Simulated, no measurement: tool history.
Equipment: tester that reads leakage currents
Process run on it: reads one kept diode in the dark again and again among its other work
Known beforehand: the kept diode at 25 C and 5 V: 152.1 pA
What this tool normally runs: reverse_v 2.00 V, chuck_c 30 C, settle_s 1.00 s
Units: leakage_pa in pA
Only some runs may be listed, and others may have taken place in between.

run      day  reverse_v  chuck_c  settle_s  leakage_pa
  1    0.000       2.00       30      1.00      161.09
  2    6.488       2.00       30      1.00      162.01
  3    9.804       1.40       30      1.00      141.02
  4   15.400       1.40       30      1.00      141.76
      16.458  -- chuck's temperature calibrated
  5   21.575       2.00       30      1.00      171.50
  6   25.742       2.00       30      1.00      171.92
  7   33.429       2.00       30      1.00      174.02
  8   40.996       2.00       30      1.00      175.90
  9   44.954       2.00       30      1.00      175.92
 10   52.204       2.00       30      1.00      177.53
      54.742  -- chuck's temperature calibrated, once more
 11   57.154       2.00       30      1.00      154.46
 12   64.562       2.00       30      1.00      154.87
 13   71.646       2.00       30      1.00      156.08
 14   76.683       2.00       30      1.00      156.94
 15   82.129       2.00       30      1.00      158.07
 16   86.792       2.00       30      1.00      158.79
      90.983  -- tester calibrated
 17   94.954       2.00       30      1.30      158.94
 18  101.992       2.00       30      1.30      158.68
 19  106.175       2.00       30      1.30      158.99
 20  112.329       2.00       30      1.30      160.00
 21  116.392       1.47       50      2.32      514.88
 22  122.308       9.77       26      0.89      247.29
 23  129.808      11.78       30      1.76      353.11
 24  135.846      10.51       21      1.76      186.83
 25  139.825       1.71       23      8.57       96.08
     142.238  -- chuck's temperature calibrated
 26  144.008       3.05       58      1.38     1081.90
 27  148.233       4.96       27      1.80      191.18
 28  154.200       4.96       27      1.80      190.36
 29  160.617       1.22       24      8.61       84.83
     164.992  -- probe card cleaned and baked
 30  167.038       1.22       24      8.61       82.86
 31  173.033       2.00       30      1.44      156.05
 32  181.025       2.00       30      1.44      158.18
 33  185.762       2.00       30      3.35      159.41
 34  189.138       2.00       30      3.35      159.00
 35  192.688       2.42       30      1.00      173.43
 36  196.688       2.42       30      1.00      174.10
 37  204.121       2.42       30      1.00      175.86
 38  210.171      12.80       42      6.02      774.47

Below are 5 alternative next runs, each starting from the tool's condition after run 38. Predict each:
  A  216.162       2.76       36      1.00           ?
  B  216.162       2.16       30      4.25           ?
  C  216.162       2.00       31      0.96           ?
  D  216.162       3.37       29      1.00           ?
  E  216.162       2.00       30      0.94           ?

run  leakage_pa
  A      279.81
  B      169.18
  C      175.58
  D      190.71
  E      164.09
The same runs, with their run-to-run variation unchanged, on a tool lacking any hidden condition would have given:
run  leakage_pa
  A      255.85
  B      154.02
  C      160.03
  D      173.12
  E      149.44
